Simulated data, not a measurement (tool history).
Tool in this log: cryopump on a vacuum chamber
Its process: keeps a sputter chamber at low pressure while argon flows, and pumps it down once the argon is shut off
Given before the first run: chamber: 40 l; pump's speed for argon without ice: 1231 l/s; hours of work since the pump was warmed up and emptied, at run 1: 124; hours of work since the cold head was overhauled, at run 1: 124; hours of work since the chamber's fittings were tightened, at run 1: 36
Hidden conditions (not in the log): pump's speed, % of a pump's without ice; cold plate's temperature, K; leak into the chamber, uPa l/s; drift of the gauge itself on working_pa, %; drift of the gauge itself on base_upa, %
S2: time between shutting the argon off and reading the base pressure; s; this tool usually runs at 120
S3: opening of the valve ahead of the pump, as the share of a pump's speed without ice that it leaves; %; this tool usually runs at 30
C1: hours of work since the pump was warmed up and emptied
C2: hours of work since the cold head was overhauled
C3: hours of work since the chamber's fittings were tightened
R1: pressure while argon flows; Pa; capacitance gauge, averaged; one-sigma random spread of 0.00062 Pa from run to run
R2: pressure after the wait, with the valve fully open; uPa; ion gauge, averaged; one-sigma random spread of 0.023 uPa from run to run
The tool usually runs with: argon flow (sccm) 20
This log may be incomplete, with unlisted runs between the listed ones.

Run 1, hour 0: usual settings; C1 124; C2 124; C3 36. Result: R1 0.0927 Pa, R2 0.84 uPa.
Run 2, hour 17.1: usual settings; C1 139; C2 139; C3 51. Result: R1 0.093 Pa, R2 0.86 uPa.
Run 3, hour 45.4: usual settings but S3 26 %; C1 163; C2 163; C3 75. Result: R1 0.1069 Pa, R2 0.93 uPa.
Run 4, hour 60.2: usual settings but S3 15 %; C1 176; C2 176; C3 88. Result: R1 0.1847 Pa, R2 0.96 uPa.
Run 5, hour 90.2: usual settings; C1 201; C2 201; C3 114. Result: R1 0.0934 Pa, R2 1 uPa.
Run 6, hour 116.6: usual settings; C1 224; C2 224; C3 137. Result: R1 0.0941 Pa, R2 1.02 uPa.
Run 7, hour 134.5: usual settings; C1 239; C2 239; C3 152. Result: R1 0.0929 Pa, R2 1.07 uPa.
Run 8, hour 161.9: usual settings but S3 55 %; C1 263; C2 263; C3 175. Result: R1 0.052 Pa, R2 1.09 uPa.
Run 9, hour 191.3: usual settings but S3 55 %; C1 288; C2 288; C3 201. Result: R1 0.0529 Pa, R2 1.13 uPa.
Run 10, hour 212.6: usual settings but argon flow (sccm) 19, S2 75 s, S3 49 %; C1 306; C2 306; C3 219. Result: R1 0.0563 Pa, R2 1.54 uPa.
Run 11, hour 231.8: usual settings but argon flow (sccm) 19, S2 34 s, S3 54 %; C1 323; C2 323; C3 236. Result: R1 0.0509 Pa, R2 2.68 uPa.
Run 12, hour 252.6: usual settings but argon flow (sccm) 25, S2 56 s; C1 341; C2 341; C3 253. Result: R1 0.119 Pa, R2 1.86 uPa.
Run 13, hour 280.8: usual settings but argon flow (sccm) 24, S2 65 s, S3 18 %; C1 365; C2 365; C3 278. Result: R1 0.1872 Pa, R2 1.65 uPa.
Run 14, hour 299.2: usual settings but argon flow (sccm) 17, S2 202 s, S3 18 %; C1 381; C2 381; C3 293. Result: R1 0.1347 Pa, R2 1.07 uPa.
Run 15, hour 318.6: usual settings but argon flow (sccm) 17, S2 202 s, S3 18 %; C1 398; C2 398; C3 310. Result: R1 0.1335 Pa, R2 1.11 uPa.
Run 16, hour 353.5: usual settings but argon flow (sccm) 17, S2 202 s, S3 18 %; C1 427; C2 427; C3 340. Result: R1 0.1339 Pa, R2 1.19 uPa.
Run 17, hour 374.8: usual settings but S3 56 %; C1 446; C2 446; C3 358. Result: R1 0.054 Pa, R2 1.46 uPa.

How would selected steps in R1 from run to run divide? Give the signed amount a tool lacking its hidden state would still show from settings, what came in and random variation, and the signed amount left for the hidden state, including any gauge scatter that is not in both of the compared results.
Run 4 -> 5: S3 15 -> 30. R1 -0.0913 Pa: hidden state +0.0003, all else -0.0916.
Run 11 -> 12: argon flow (sccm) 19 -> 25, S2 34 -> 56, S3 54 -> 30. R1 +0.0681 Pa: hidden state +0.0012, all else +0.0669.
